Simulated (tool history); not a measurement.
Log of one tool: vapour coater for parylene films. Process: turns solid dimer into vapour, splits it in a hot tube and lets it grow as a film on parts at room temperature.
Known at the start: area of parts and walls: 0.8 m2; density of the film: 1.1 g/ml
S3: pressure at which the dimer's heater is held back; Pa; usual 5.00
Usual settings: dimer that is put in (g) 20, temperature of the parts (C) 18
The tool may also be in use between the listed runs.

run 1 hour=0.0 | dimer_that_is_put_in_(g)=20 temperature_of_the_parts_(C)=18 S3=5.00 | thickness_of_the_film_(nm)=10600
run 2 hour=22.9 | dimer_that_is_put_in_(g)=20 temperature_of_the_parts_(C)=18 S3=2.54 | thickness_of_the_film_(nm)=11410
run 3 hour=53.5 | dimer_that_is_put_in_(g)=20 temperature_of_the_parts_(C)=18 S3=2.54 | thickness_of_the_film_(nm)=11400
run 4 hour=71.6 | dimer_that_is_put_in_(g)=20 temperature_of_the_parts_(C)=18 S3=2.54 | thickness_of_the_film_(nm)=11280
run 5 hour=94.6 | dimer_that_is_put_in_(g)=20 temperature_of_the_parts_(C)=18 S3=2.54 | thickness_of_the_film_(nm)=11090
run 6 hour=119.0 | dimer_that_is_put_in_(g)=20 temperature_of_the_parts_(C)=18 S3=3.89 | thickness_of_the_film_(nm)=10610
run 7 hour=155.9 | dimer_that_is_put_in_(g)=20 temperature_of_the_parts_(C)=18 S3=3.89 | thickness_of_the_film_(nm)=10340
run 8 hour=177.7 | dimer_that_is_put_in_(g)=10 temperature_of_the_parts_(C)=12 S3=9.78 | thickness_of_the_film_(nm)=5840
run 9 hour=213.9 | dimer_that_is_put_in_(g)=10 temperature_of_the_parts_(C)=12 S3=9.78 | thickness_of_the_film_(nm)=5810
run 10 hour=235.6 | dimer_that_is_put_in_(g)=10 temperature_of_the_parts_(C)=12 S3=10.78 | thickness_of_the_film_(nm)=5650
run 11 hour=271.2 | dimer_that_is_put_in_(g)=10 temperature_of_the_parts_(C)=12 S3=10.78 | thickness_of_the_film_(nm)=5590
run 12 hour=308.0 | dimer_that_is_put_in_(g)=10 temperature_of_the_parts_(C)=12 S3=10.78 | thickness_of_the_film_(nm)=5610
run 13 hour=338.5 | dimer_that_is_put_in_(g)=10 temperature_of_the_parts_(C)=15 S3=10.78 | thickness_of_the_film_(nm)=4960

Hidden state or all else? Some run-to-run changes of thickness of the film (nm), split into what the settings, what came in and random variation would give without the hidden state, and what is left for the hidden state (with any gauge scatter that isn't in both results):
The hidden state here: vapour lost through the trap's worn valve, %; true temperature of the parts over the reading, C; drift of the gauge itself on film_um, %.
Run 7 -> 8: dimer that is put in (g) 20 -> 10, temperature of the parts (C) 18 -> 12, S3 3.89 -> 9.78. thickness of the film (nm) -4500: hidden state +140, all else -4640.

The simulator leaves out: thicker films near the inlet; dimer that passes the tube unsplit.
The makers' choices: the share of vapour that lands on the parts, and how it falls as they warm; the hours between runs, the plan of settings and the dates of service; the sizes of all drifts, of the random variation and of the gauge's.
